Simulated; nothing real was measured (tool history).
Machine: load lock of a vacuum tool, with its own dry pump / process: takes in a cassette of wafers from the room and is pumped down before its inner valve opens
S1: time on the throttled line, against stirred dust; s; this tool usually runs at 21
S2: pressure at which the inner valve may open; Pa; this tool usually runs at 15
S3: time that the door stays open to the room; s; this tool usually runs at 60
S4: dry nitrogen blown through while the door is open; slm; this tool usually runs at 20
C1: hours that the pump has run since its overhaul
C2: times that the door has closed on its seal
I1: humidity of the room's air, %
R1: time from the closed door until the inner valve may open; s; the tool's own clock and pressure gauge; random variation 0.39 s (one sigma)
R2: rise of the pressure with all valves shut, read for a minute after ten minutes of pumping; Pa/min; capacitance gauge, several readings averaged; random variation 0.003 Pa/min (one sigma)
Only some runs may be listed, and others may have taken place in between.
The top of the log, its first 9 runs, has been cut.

Run 10, day 24.417: usual settings but S2 11 Pa; C1 4872; C2 4076; I1 43.1. Result: R1 43.7 s, R2 0.026 Pa/min.
Run 11, day 26.267: usual settings but S2 11 Pa, S3 38 s; C1 4916; C2 4236; I1 44.1. Result: R1 45 s, R2 0.021 Pa/min.
Run 12, day 27.938: usual settings but S2 11 Pa, S3 110 s; C1 4956; C2 4380; I1 46.5. Result: R1 45.3 s, R2 0.043 Pa/min.
Run 13, day 30.104: usual settings; C1 5008; C2 4566; I1 41.6. Result: R1 43.5 s, R2 0.03 Pa/min.
Run 14, day 33.3: usual settings; C1 5085; C2 4842; I1 45.5. Result: R1 43.2 s, R2 0.029 Pa/min.
Run 15, day 35.858: usual settings; C1 5146; C2 5062; I1 44.3. Result: R1 43.3 s, R2 0.032 Pa/min.
Run 16, day 38.633: usual settings; C1 5213; C2 5301; I1 47.1. Result: R1 44.4 s, R2 0.032 Pa/min.
Run 17, day 40.212: usual settings; C1 5251; C2 5438; I1 45.8. Result: R1 43.7 s, R2 0.03 Pa/min.
Run 18, day 43.379: usual settings but S2 10 Pa; C1 5327; C2 5710; I1 46.4. Result: R1 45.5 s, R2 0.025 Pa/min.
Run 19, day 47.008: usual settings but S2 10 Pa, S3 52 s; C1 5414; C2 6023; I1 44.5. Result: R1 45.3 s, R2 0.023 Pa/min.
Run 20, day 49.912: usual settings but S1 14 s, S2 21 Pa, S3 43 s; C1 5483; C2 6273; I1 40.8. Result: R1 37.4 s, R2 0.02 Pa/min.
Run 21, day 51.438: usual settings but S1 12 s, S2 11 Pa, S3 68 s, S4 6 slm; C1 5520; C2 6404; I1 42.3. Result: R1 39.3 s, R2 0.048 Pa/min.
Run 22, day 55.146: usual settings but S1 12 s, S2 11 Pa, S3 68 s, S4 6 slm; C1 5609; C2 6724; I1 44.5. Result: R1 38.7 s, R2 0.054 Pa/min.
Run 23, day 57.208: usual settings but S1 20 s, S2 13 Pa, S3 56 s, S4 6 slm; C1 5659; C2 6902; I1 47. Result: R1 43.9 s, R2 0.046 Pa/min.
Run 24, day 60.254: usual settings but S2 10 Pa, S4 8 slm; C1 5732; C2 7164; I1 42.8. Result: R1 45.1 s, R2 0.04 Pa/min.
Run 25, day 63.854: usual settings but S1 15 s, S3 53 s, S4 4 slm; C1 5818; C2 7475; I1 44.8. Result: R1 39.8 s, R2 0.048 Pa/min.
Run 26, day 65.75: usual settings but S1 12 s, S3 66 s, S4 28 slm; C1 5864; C2 7638; I1 45.4. Result: R1 38.1 s, R2 0.03 Pa/min.
Run 27, day 69.25: usual settings but S1 17 s, S2 22 Pa, S3 186 s, S4 27 slm; C1 5948; C2 7939; I1 40.3. Result: R1 39.7 s, R2 0.05 Pa/min.
Run 28, day 71.375: usual settings but S1 41 s, S3 29 s, S4 38 slm; C1 5999; C2 8123; I1 43.1. Result: R1 58.1 s, R2 0.016 Pa/min.

For run 29, what comes out?
Run 29, day 74.279: usual settings but S1 22 s, S3 178 s, S4 12 slm; C1 6068; C2 8373; I1 47. Result: R1 ?, R2 ?.

{"run 29": {"R1": 45.4, "R2": 0.074}}
Minus the tool's unlogged condition, the same run would have read R1 43.7 s, R2 0.065 Pa/min.

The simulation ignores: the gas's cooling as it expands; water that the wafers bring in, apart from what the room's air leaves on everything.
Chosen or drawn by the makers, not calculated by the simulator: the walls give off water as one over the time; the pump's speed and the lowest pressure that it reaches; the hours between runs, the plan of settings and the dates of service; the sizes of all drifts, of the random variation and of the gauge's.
